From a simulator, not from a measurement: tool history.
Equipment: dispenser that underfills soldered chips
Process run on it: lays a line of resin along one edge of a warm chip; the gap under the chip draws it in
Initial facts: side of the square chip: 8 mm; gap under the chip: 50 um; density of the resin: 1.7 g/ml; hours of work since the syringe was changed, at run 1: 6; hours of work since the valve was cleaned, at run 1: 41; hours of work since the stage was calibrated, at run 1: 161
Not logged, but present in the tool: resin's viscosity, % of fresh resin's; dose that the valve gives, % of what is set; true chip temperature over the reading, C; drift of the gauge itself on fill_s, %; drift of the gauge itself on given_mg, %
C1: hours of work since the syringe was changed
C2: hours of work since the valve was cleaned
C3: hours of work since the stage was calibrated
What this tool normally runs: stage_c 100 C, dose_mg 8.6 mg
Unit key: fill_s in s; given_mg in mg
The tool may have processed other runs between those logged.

{"run": 1, "hour": 0.0, "stage_c": 100, "dose_mg": 8.6, "C1": 6, "C2": 41, "C3": 161, "fill_s": 99, "given_mg": 8.38}
{"hour": 5.3, "done": "dispensing valve cleaned and set on the balance"}
{"hour": 8.6, "done": "new syringe of resin"}
{"run": 2, "hour": 11.3, "stage_c": 100, "dose_mg": 8.6, "C1": 2, "C2": 4, "C3": 169, "fill_s": 86, "given_mg": 8.61}
{"run": 3, "hour": 18.7, "stage_c": 100, "dose_mg": 8.6, "C1": 8, "C2": 10, "C3": 174, "fill_s": 108, "given_mg": 8.58}
{"hour": 22.9, "done": "new syringe of resin"}
{"run": 4, "hour": 28.2, "stage_c": 100, "dose_mg": 8.6, "C1": 4, "C2": 17, "C3": 182, "fill_s": 91, "given_mg": 8.52}
{"hour": 37.6, "done": "new syringe of resin"}
{"run": 5, "hour": 40.9, "stage_c": 104, "dose_mg": 8.6, "C1": 3, "C2": 27, "C3": 191, "fill_s": 73.6, "given_mg": 8.49}
{"hour": 52.1, "done": "new syringe of resin"}
{"run": 6, "hour": 53.6, "stage_c": 104, "dose_mg": 8.6, "C1": 1, "C2": 37, "C3": 201, "fill_s": 70, "given_mg": 8.45}
{"hour": 64.3, "done": "dispensing valve cleaned and set on the balance"}
{"run": 7, "hour": 66.3, "stage_c": 104, "dose_mg": 8.6, "C1": 10, "C2": 2, "C3": 210, "fill_s": 99.6, "given_mg": 8.56}
{"hour": 67.7, "done": "new syringe of resin"}
{"run": 8, "hour": 80.4, "stage_c": 104, "dose_mg": 8.6, "C1": 10, "C2": 12, "C3": 221, "fill_s": 96, "given_mg": 8.57}
{"hour": 83.0, "done": "new syringe of resin"}
{"run": 9, "hour": 94.1, "stage_c": 100, "dose_mg": 7.89, "C1": 9, "C2": 23, "C3": 231, "fill_s": 106.9, "given_mg": 7.79}
{"hour": 97.3, "done": "new syringe of resin"}
{"run": 10, "hour": 106.9, "stage_c": 100, "dose_mg": 7.89, "C1": 7, "C2": 33, "C3": 241, "fill_s": 104.3, "given_mg": 7.74}
{"hour": 111.7, "done": "new syringe of resin"}
{"hour": 123.7, "done": "dispensing valve cleaned and set on the balance"}
{"run": 11, "hour": 124.1, "stage_c": 113, "dose_mg": 8.6, "C1": 9, "C2": 0, "C3": 254, "fill_s": 64.3, "given_mg": 8.61}
{"hour": 127.1, "done": "new syringe of resin"}
{"run": 12, "hour": 138.8, "stage_c": 113, "dose_mg": 8.6, "C1": 9, "C2": 12, "C3": 265, "fill_s": 65.6, "given_mg": 8.56}
{"hour": 141.8, "done": "new syringe of resin"}
{"run": 13, "hour": 155.6, "stage_c": 113, "dose_mg": 8.6, "C1": 11, "C2": 25, "C3": 278, "fill_s": 69.9, "given_mg": 8.5}
{"hour": 157.2, "done": "new syringe of resin"}
{"run": 14, "hour": 164.1, "stage_c": 113, "dose_mg": 8.6, "C1": 5, "C2": 31, "C3": 284, "fill_s": 56.7, "given_mg": 8.45}
{"hour": 172.0, "done": "new syringe of resin"}
{"run": 15, "hour": 173.3, "stage_c": 100, "dose_mg": 8.6, "C1": 1, "C2": 38, "C3": 291, "fill_s": 78, "given_mg": 8.42}
{"hour": 183.9, "done": "dispensing valve cleaned and set on the balance"}
{"run": 16, "hour": 184.6, "stage_c": 97, "dose_mg": 8.6, "C1": 9, "C2": 1, "C3": 299, "fill_s": 122.6, "given_mg": 8.6}
{"hour": 187.9, "done": "new syringe of resin"}
{"run": 17, "hour": 200.8, "stage_c": 97, "dose_mg": 8.6, "C1": 10, "C2": 13, "C3": 312, "fill_s": 125.7, "given_mg": 8.56}
{"hour": 202.7, "done": "new syringe of resin"}
{"run": 18, "hour": 208.6, "stage_c": 97, "dose_mg": 8.6, "C1": 5, "C2": 19, "C3": 318, "fill_s": 102.6, "given_mg": 8.53}
{"run": 19, "hour": 215.7, "stage_c": 96, "dose_mg": 7.78, "C1": 10, "C2": 24, "C3": 323, "fill_s": 132.1, "given_mg": 7.68}
{"hour": 217.0, "done": "new syringe of resin"}
{"run": 20, "hour": 228.6, "stage_c": 96, "dose_mg": 7.78, "C1": 9, "C2": 34, "C3": 333, "fill_s": 124.4, "given_mg": 7.66}
{"hour": 231.2, "done": "new syringe of resin"}
{"run": 21, "hour": 240.3, "stage_c": 100, "dose_mg": 7.77, "C1": 7, "C2": 43, "C3": 342, "fill_s": 98.8, "given_mg": 7.6}
{"hour": 243.2, "done": "dispensing valve cleaned and set on the balance"}
{"hour": 246.6, "done": "new syringe of resin"}
{"run": 22, "hour": 253.0, "stage_c": 101, "dose_mg": 11.19, "C1": 5, "C2": 8, "C3": 351, "fill_s": 83.5, "given_mg": 11.08}
{"hour": 261.3, "done": "stage's temperature calibrated"}
{"hour": 262.5, "done": "new syringe of resin"}
{"run": 23, "hour": 266.4, "stage_c": 100, "dose_mg": 7.3, "C1": 3, "C2": 17, "C3": 4, "fill_s": 97.5, "given_mg": 7.19}
{"hour": 277.0, "done": "new syringe of resin"}
{"run": 24, "hour": 277.0, "stage_c": 100, "dose_mg": 7.3, "C1": 0, "C2": 25, "C3": 12, "fill_s": 86.5, "given_mg": 7.19}
{"run": 25, "hour": 284.6, "stage_c": 100, "dose_mg": 7.3, "C1": 6, "C2": 31, "C3": 18, "fill_s": 106.4, "given_mg": 7.16}
{"hour": 291.7, "done": "new syringe of resin"}
{"run": 26, "hour": 299.2, "stage_c": 97, "dose_mg": 10.36, "C1": 6, "C2": 42, "C3": 29, "fill_s": 114.4, "given_mg": 10.07}
{"hour": 303.6, "done": "dispensing valve cleaned and set on the balance"}
{"hour": 307.8, "done": "new syringe of resin"}
{"run": 27, "hour": 308.6, "stage_c": 94, "dose_mg": 7.96, "C1": 1, "C2": 4, "C3": 35, "fill_s": 107.5, "given_mg": 7.94}
{"hour": 322.1, "done": "new syringe of resin"}
{"run": 28, "hour": 324.0, "stage_c": 89, "dose_mg": 10.71, "C1": 1, "C2": 16, "C3": 47, "fill_s": 131.5, "given_mg": 10.66}
{"run": 29, "hour": 331.1, "stage_c": 99, "dose_mg": 7.38, "C1": 7, "C2": 21, "C3": 53, "fill_s": 111.7, "given_mg": 7.27}
{"hour": 337.4, "done": "new syringe of resin"}
{"run": 30, "hour": 342.7, "stage_c": 100, "dose_mg": 8.32, "C1": 4, "C2": 30, "C3": 62, "fill_s": 95.6, "given_mg": 8.19}
{"hour": 351.8, "done": "new syringe of resin"}
{"run": 31, "hour": 355.1, "stage_c": 90, "dose_mg": 9.42, "C1": 3, "C2": 39, "C3": 71, "fill_s": 129.9, "given_mg": 9.23}
{"hour": 362.4, "done": "dispensing valve cleaned and set on the balance"}
{"run": 32, "hour": 363.0, "stage_c": 90, "dose_mg": 9.42, "C1": 8, "C2": 0, "C3": 77, "fill_s": 163.3, "given_mg": 9.4}
{"hour": 367.8, "done": "new syringe of resin"}
{"run": 33, "hour": 374.1, "stage_c": 92, "dose_mg": 7.69, "C1": 5, "C2": 9, "C3": 85, "fill_s": 133.5, "given_mg": 7.64}

Here are 3 independent what-if runs from the current tool condition. What would each one return?
{"hour": 382.2, "done": "new syringe of resin"}
{"run": "A", "hour": 383.0, "stage_c": 85, "dose_mg": 7.69, "C1": 1, "C2": 16, "C3": 92, "fill_s": "?", "given_mg": "?"}
{"hour": 382.2, "done": "new syringe of resin"}
{"run": "B", "hour": 383.0, "stage_c": 95, "dose_mg": 8.72, "C1": 1, "C2": 16, "C3": 92, "fill_s": "?", "given_mg": "?"}
{"hour": 382.2, "done": "new syringe of resin"}
{"run": "C", "hour": 383.0, "stage_c": 104, "dose_mg": 8.6, "C1": 1, "C2": 16, "C3": 92, "fill_s": "?", "given_mg": "?"}

run=A fill_s=159.5 given_mg=7.63
run=B fill_s=100.3 given_mg=8.61
run=C fill_s=68.9 given_mg=8.51
What these runs would have given with no unlogged condition in the tool:
run=A fill_s=160 given_mg=7.7
run=B fill_s=100.5 given_mg=8.69
run=C fill_s=69 given_mg=8.59
